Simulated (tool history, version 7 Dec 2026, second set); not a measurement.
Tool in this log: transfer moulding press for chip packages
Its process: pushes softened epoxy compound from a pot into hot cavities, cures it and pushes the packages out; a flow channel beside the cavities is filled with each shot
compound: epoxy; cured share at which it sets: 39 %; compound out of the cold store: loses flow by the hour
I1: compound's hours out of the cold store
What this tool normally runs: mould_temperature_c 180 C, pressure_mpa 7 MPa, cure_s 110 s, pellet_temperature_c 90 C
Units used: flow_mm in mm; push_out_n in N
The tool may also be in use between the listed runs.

Run 1, hour 0: usual settings; I1 39.5. Result: flow_mm 906 mm, push_out_n 536 N.
Run 2, hour 6.7: usual settings; I1 15.9. Result: flow_mm 969 mm, push_out_n 560 N.
Run 3, hour 16.4: usual settings but mould_temperature_c 178 C; I1 10.2. Result: flow_mm 992 mm, push_out_n 611 N.
Run 4, hour 26.3: usual settings but mould_temperature_c 178 C; I1 24.9. Result: flow_mm 937 mm, push_out_n 633 N.
Run 5, hour 39.5: usual settings but mould_temperature_c 178 C; I1 11. Result: flow_mm 979 mm, push_out_n 700 N.
Run 6, hour 49.8: usual settings but mould_temperature_c 178 C; I1 16.9. Result: flow_mm 962 mm, push_out_n 681 N.
Run 7, hour 59.2: usual settings but mould_temperature_c 179 C; I1 39.1. Result: flow_mm 875 mm, push_out_n 650 N.
At hour 74.5: cavities cleaned with cleaning compound and waxed.
Run 8, hour 75.9: usual settings but mould_temperature_c 179 C; I1 10.2. Result: flow_mm 979 mm, push_out_n 517 N.
Run 9, hour 90.7: usual settings but mould_temperature_c 179 C; I1 21.4. Result: flow_mm 945 mm, push_out_n 575 N.
Run 10, hour 103.7: usual settings but mould_temperature_c 179 C; I1 24.4. Result: flow_mm 929 mm, push_out_n 629 N.
Run 11, hour 118.2: usual settings but mould_temperature_c 179 C; I1 38.3. Result: flow_mm 889 mm, push_out_n 619 N.
Run 12, hour 130.5: usual settings; I1 37.1. Result: flow_mm 898 mm, push_out_n 633 N.
Run 13, hour 142.7: usual settings; I1 30.4. Result: flow_mm 903 mm, push_out_n 669 N.
Run 14, hour 152.7: usual settings; I1 32. Result: flow_mm 905 mm, push_out_n 686 N.
At hour 159.1: cavities cleaned with cleaning compound and waxed.
Run 15, hour 163.6: usual settings but cure_s 106 s; I1 37.8. Result: flow_mm 889 mm, push_out_n 532 N.
Run 16, hour 176.5: usual settings but cure_s 112 s; I1 21.3. Result: flow_mm 921 mm, push_out_n 542 N.
Run 17, hour 190.2: usual settings but mould_temperature_c 175 C, pressure_mpa 7.46 MPa, cure_s 126 s, pellet_temperature_c 89 C; I1 30.4. Result: flow_mm 942 mm, push_out_n 601 N.
Run 18, hour 201.3: usual settings but mould_temperature_c 175 C, pressure_mpa 7.46 MPa, cure_s 126 s, pellet_temperature_c 89 C; I1 33. Result: flow_mm 939 mm, push_out_n 647 N.
Run 19, hour 216.4: usual settings but mould_temperature_c 178 C, pressure_mpa 7.7 MPa, cure_s 112 s, pellet_temperature_c 98 C; I1 8.5. Result: flow_mm 1007 mm, push_out_n 690 N.
Run 20, hour 230.9: usual settings but mould_temperature_c 178 C, pressure_mpa 5.85 MPa, cure_s 148 s, pellet_temperature_c 93 C; I1 18.5. Result: flow_mm 858 mm, push_out_n 619 N.
At hour 243.2: cavities cleaned with cleaning compound and waxed.
Run 21, hour 248.1: usual settings but pellet_temperature_c 92 C; I1 42.5. Result: flow_mm 856 mm, push_out_n 504 N.
Run 22, hour 261.1: usual settings but pellet_temperature_c 92 C; I1 47. Result: flow_mm 849 mm, push_out_n 546 N.
Run 23, hour 277.2: usual settings but mould_temperature_c 187 C, pellet_temperature_c 93 C; I1 12.7. Result: flow_mm 918 mm, push_out_n 550 N.
Run 24, hour 290.9: usual settings but mould_temperature_c 187 C, pellet_temperature_c 93 C; I1 47.6. Result: flow_mm 818 mm, push_out_n 566 N.
Run 25, hour 302.1: usual settings but mould_temperature_c 175 C, pressure_mpa 7.88 MPa, cure_s 100 s, pellet_temperature_c 96 C; I1 13.2. Result: flow_mm 1012 mm, push_out_n 968 N.
Run 26, hour 316: usual settings but mould_temperature_c 173 C, pressure_mpa 7.73 MPa, pellet_temperature_c 83 C; I1 10.3. Result: flow_mm 1027 mm, push_out_n 931 N.
Run 27, hour 323.1: usual settings but pressure_mpa 5.33 MPa, cure_s 122 s, pellet_temperature_c 82 C; I1 19. Result: flow_mm 800 mm, push_out_n 630 N.
At hour 326.9: cavities cleaned with cleaning compound and waxed.
Run 28, hour 337.9: usual settings but pressure_mpa 5.72 MPa, cure_s 122 s, pellet_temperature_c 87 C; I1 45.3. Result: flow_mm 767 mm, push_out_n 504 N.
Run 29, hour 353.1: usual settings but mould_temperature_c 183 C, pressure_mpa 8.28 MPa, cure_s 122 s, pellet_temperature_c 82 C; I1 12.1. Result: flow_mm 1016 mm, push_out_n 535 N.

Consider 3 possible next runs. They are alternatives, not a sequence: every one starts from the tool as it was left by run 29. What does each give?
Run A, hour 368.3: usual settings but mould_temperature_c 173 C, pellet_temperature_c 85 C; I1 27.1. Result: flow_mm ?, push_out_n ?.
Run B, hour 368.3: usual settings but mould_temperature_c 184 C, pressure_mpa 6.89 MPa, cure_s 122 s, pellet_temperature_c 94 C; I1 43.5. Result: flow_mm ?, push_out_n ?.
Run C, hour 368.3: usual settings but mould_temperature_c 177 C, pressure_mpa 8.16 MPa, cure_s 122 s, pellet_temperature_c 81 C; I1 8.5. Result: flow_mm ?, push_out_n ?.

run  flow_mm  push_out_n
  A      915         860
  B      832         553
  C     1014         629
Without the tool's unlogged condition, the same runs would have read:
run  flow_mm  push_out_n
  A      979         696
  B      890         435
  C     1085         502
